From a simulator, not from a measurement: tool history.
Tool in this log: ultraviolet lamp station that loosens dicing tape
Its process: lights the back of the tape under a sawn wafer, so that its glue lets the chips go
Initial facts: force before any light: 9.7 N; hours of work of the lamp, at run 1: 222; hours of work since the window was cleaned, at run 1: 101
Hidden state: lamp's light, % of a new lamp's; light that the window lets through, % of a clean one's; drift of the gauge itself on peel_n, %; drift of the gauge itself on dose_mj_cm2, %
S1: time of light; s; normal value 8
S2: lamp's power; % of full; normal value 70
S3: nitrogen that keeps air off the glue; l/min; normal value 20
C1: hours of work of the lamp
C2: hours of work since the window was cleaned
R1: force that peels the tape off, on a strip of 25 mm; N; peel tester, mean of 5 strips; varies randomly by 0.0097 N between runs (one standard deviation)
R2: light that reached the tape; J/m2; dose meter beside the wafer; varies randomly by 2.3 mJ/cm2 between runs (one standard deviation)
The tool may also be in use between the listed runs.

run 1 hour=0 | S1=8 S2=70 S3=20 | C1=222 C2=101 | R1=0.561 R2=1830
run 2 hour=26.5 | S1=6 S2=70 S3=20 | C1=234 C2=113 | R1=1.077 R2=1320
run 3 hour=64.9 | S1=6 S2=70 S3=20 | C1=251 C2=130 | R1=1.115 R2=1330
run 4 hour=84.7 | S1=13 S2=70 S3=20 | C1=260 C2=139 | R1=0.236 R2=2820
run 5 hour=105.2 | S1=13 S2=70 S3=20 | C1=269 C2=148 | R1=0.243 R2=2810
run 6 hour=143.8 | S1=13 S2=70 S3=20 | C1=286 C2=165 | R1=0.264 R2=2760
run 7 hour=175.5 | S1=8 S2=70 S3=20 | C1=300 C2=179 | R1=0.66 R2=1690
run 8 hour=222.9 | S1=8 S2=70 S3=20 | C1=322 C2=201 | R1=0.701 R2=1660
run 9 hour=243.8 | S1=12 S2=70 S3=20 | C1=331 C2=210 | R1=0.327 R2=2440
-- hour=274.4 window cleaned of glue's vapour
run 10 hour=274.4 | S1=12 S2=70 S3=20 | C1=344 C2=0 | R1=0.397 R2=2130
run 11 hour=307 | S1=12 S2=70 S3=20 | C1=359 C2=15 | R1=0.436 R2=2080
run 12 hour=335.3 | S1=12 S2=70 S3=20 | C1=371 C2=27 | R1=0.435 R2=2050
run 13 hour=369.7 | S1=12 S2=74 S3=21 | C1=387 C2=42 | R1=0.391 R2=2130
run 14 hour=406.8 | S1=12 S2=74 S3=21 | C1=403 C2=59 | R1=0.409 R2=2010
run 15 hour=440.8 | S1=11 S2=72 S3=12 | C1=418 C2=74 | R1=0.871 R2=1810
run 16 hour=488.8 | S1=8 S2=61 S3=34 | C1=440 C2=95 | R1=1.193 R2=1110
-- hour=506.6 window cleaned of glue's vapour, once more
run 17 hour=522.1 | S1=12 S2=61 S3=30 | C1=454 C2=7 | R1=0.253 R2=2430
run 18 hour=567 | S1=12 S2=61 S3=30 | C1=474 C2=27 | R1=0.246 R2=2440
run 19 hour=612.7 | S1=8 S2=95 S3=20 | C1=494 C2=47 | R1=0.294 R2=2500
run 20 hour=656.3 | S1=8 S2=95 S3=20 | C1=514 C2=67 | R1=0.327 R2=2410
run 21 hour=696.8 | S1=8 S2=70 S3=7 | C1=532 C2=85 | R1=1.465 R2=1760

The next listed run, before its measurement:
run 22 hour=740.6 | S1=8 S2=64 S3=10 | C1=551 C2=104 | R1=? R2=?

R1: 1.272 N
R2: 1550 J/m2
With no hidden state in the tool, this same run would have given R1 0.856 N, R2 1900 J/m2.
